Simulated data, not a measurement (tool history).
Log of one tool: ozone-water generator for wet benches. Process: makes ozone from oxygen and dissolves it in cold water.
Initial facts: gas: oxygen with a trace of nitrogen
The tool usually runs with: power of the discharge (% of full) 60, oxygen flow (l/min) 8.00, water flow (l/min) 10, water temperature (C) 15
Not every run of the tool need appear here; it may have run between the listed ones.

run   hour  power of the discharge (% of full)  oxygen flow (l/min)  water flow (l/min)  water temperature (C)  dissolved ozone (ppm)  ozone in the gas ahead of the water (g/m3)
  1    0.0                                  60                 8.00                  10                     15                   32.3                                       208.0
  2   41.9                                  60                 8.00                  10                     15                   32.6                                       208.3
  3   69.3                                  60                 8.00                  10                     15                   32.6                                       207.5
  4   92.1                                  60                 8.00                  10                     15                   32.9                                       206.0
  5  134.1                                  60                 8.00                  10                     15                   32.6                                       207.1
  6  162.0                                  60                 8.00                  10                     15                   32.7                                       207.8
  7  180.7                                  60                 8.00                  10                     15                   33.1                                       205.4
  8  200.8                                  60                 4.51                  10                     15                   35.3                                       275.5
  9  231.3                                  60                 4.51                  10                     15                   35.1                                       276.0
 10  269.3                                  60                 4.51                  10                     15                   35.1                                       275.8
 11  303.7                                  60                 4.51                  10                     15                   34.9                                       274.1
 12  343.6                                  60                 8.00                  10                     15                   32.5                                       204.5
 13  364.9                                  60                 8.00                  10                     15                   32.4                                       205.4
 14  384.6                                  60                 8.00                  10                     15                   32.6                                       206.2
 15  428.8                                  60                 8.00                  10                     15                   32.4                                       205.8
 16  459.2                                  85                10.80                   7                     14                   49.1                                       233.5
 17  478.7                                  95                10.80                   7                     21                   44.6                                       254.7
 18  515.9                                  95                10.80                   7                     21                   44.7                                       256.6
 19  547.0                                  59                11.74                  10                     10                   33.4                                       165.7
 20  573.2                                  53                 6.61                  12                     11                   29.4                                       202.8
 21  605.4                                  53                 6.61                  12                     11                   29.2                                       201.8
 22  628.5                                  53                 6.61                  12                     11                   29.5                                       202.2
 23  656.0                                  53                 6.61                  12                     11                   29.1                                       201.6
 24  688.5                                  60                 8.00                   6                     15                   42.3                                       204.0
 25  709.4                                  61                12.00                  11                     13                   29.9                                       166.8
 26  749.7                                  61                12.00                   7                      8                   42.7                                       169.4
 27  785.8                                  70                 8.00                  13                     15                   31.6                                       229.1
 28  826.6                                  47                 8.00                   7                     13                   33.7                                       167.5
 29  866.3                                  44                14.01                   7                     14                   26.6                                       119.2

Withheld: 1 entry from between the runs. Position of each, and hidden state at the listed run before versus the listed run after:
Run 21 -> run 22: water thermometer calibrated (hour 626.4)
  true water temperature over the reading, C: 0.01 -> 0; drift of the gauge itself on gas_g_m3, %: -1.59 -> -1.65
  measured minus no-state result, ozone in the gas ahead of the water (g/m3): -3.3 -> -3.4
